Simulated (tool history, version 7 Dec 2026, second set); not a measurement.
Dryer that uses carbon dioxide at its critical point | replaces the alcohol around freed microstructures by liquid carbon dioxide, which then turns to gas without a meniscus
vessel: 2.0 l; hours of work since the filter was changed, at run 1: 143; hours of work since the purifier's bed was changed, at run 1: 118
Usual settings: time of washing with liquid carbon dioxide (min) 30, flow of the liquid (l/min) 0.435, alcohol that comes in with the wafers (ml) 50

run	day	time of washing with liquid carbon dioxide (min)	flow of the liquid (l/min)	alcohol that comes in with the wafers (ml)	hours of work since the filter was changed	hours of work since the purifier's bed was changed	alcohol left in the vessel before it's heated (ppm by volume)
1	0.000	30	0.435	50	143	118	353
2	1.054	30	0.435	50	151	126	383
3	2.092	30	0.435	50	159	134	383
# day 3.908: inlet filter changed
4	4.454	30	0.435	50	4	152	272
5	5.846	30	0.435	50	15	163	295
6	6.971	30	0.435	50	24	171	297
7	9.038	30	0.300	50	39	187	1050

Run 8 comes next. What will it give?
8	11.467	30	0.300	50	58	206	?

Run 8 gave alcohol left in the vessel before it's heated (ppm by volume) 1088.
Without the tool's hidden state the same run would have given alcohol left in the vessel before it's heated (ppm by volume) 897.

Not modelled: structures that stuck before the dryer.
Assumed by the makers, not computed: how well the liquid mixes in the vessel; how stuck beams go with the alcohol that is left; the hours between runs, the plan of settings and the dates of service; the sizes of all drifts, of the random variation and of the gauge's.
